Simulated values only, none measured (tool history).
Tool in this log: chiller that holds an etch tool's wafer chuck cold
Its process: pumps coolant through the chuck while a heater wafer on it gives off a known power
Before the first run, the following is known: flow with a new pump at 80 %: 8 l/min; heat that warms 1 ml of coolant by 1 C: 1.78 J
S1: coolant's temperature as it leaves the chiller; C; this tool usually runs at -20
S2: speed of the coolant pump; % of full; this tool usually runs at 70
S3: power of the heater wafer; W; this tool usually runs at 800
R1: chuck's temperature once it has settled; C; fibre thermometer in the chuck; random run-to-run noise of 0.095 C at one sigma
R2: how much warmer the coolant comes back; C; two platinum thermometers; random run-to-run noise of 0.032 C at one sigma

run,hour,S1,S2,S3,R1,R2
1,0.0,-20,70,800,-13.07,3.87
2,48.2,-20,70,800,-12.87,3.91
3,123.3,-20,70,800,-12.94,3.79
4,205.9,-20,70,1102,-10.35,5.33
5,273.5,-20,70,1102,-10.34,5.29
6,337.0,-20,70,1102,-10.19,5.27
# hour 406.7: chiller's thermometer calibrated
7,418.6,-20,88,800,-13.87,3.05
8,485.2,-20,98,800,-14.29,2.76
9,573.2,-22,98,800,-16.24,2.76
10,612.7,-19,70,800,-11.68,3.84
11,682.9,-20,70,1046,-10.66,5.02
12,752.4,-20,70,1046,-10.48,4.98
13,801.2,-25,70,609,-19.48,2.92
14,858.8,-11,70,680,-4.82,3.29
15,908.9,-11,70,680,-4.64,3.23
16,992.5,-11,98,876,-4.67,2.97
17,1066.0,-11,73,876,-3.13,3.98
18,1151.9,-28,99,823,-22.01,2.77
# hour 1169.4: coolant changed, channels flushed
# hour 1177.0: gauge calibrated
19,1204.2,-17,93,643,-12.42,2.30
20,1278.7,-24,73,800,-17.06,3.73
21,1362.6,-17,70,800,-9.97,3.85
22,1411.3,-17,93,491,-13.44,1.81
23,1448.8,-11,60,914,-1.88,5.06
24,1539.6,-13,91,800,-6.99,2.94

Forecast each of these 4 alternatives for the next run:
A,1600.7,-27,91,779,?,?
B,1600.7,-30,76,800,?,?
C,1600.7,-20,71,800,?,?
D,1600.7,-13,86,819,?,?

run,R1,R2
A,-21.02,2.96
B,-23.18,3.60
C,-12.89,3.79
D,-6.57,3.24
Stripped of hidden state, with their random variation kept, the same runs would have yielded:
run,R1,R2
A,-21.20,2.96
B,-23.36,3.60
C,-13.07,3.78
D,-6.75,3.24
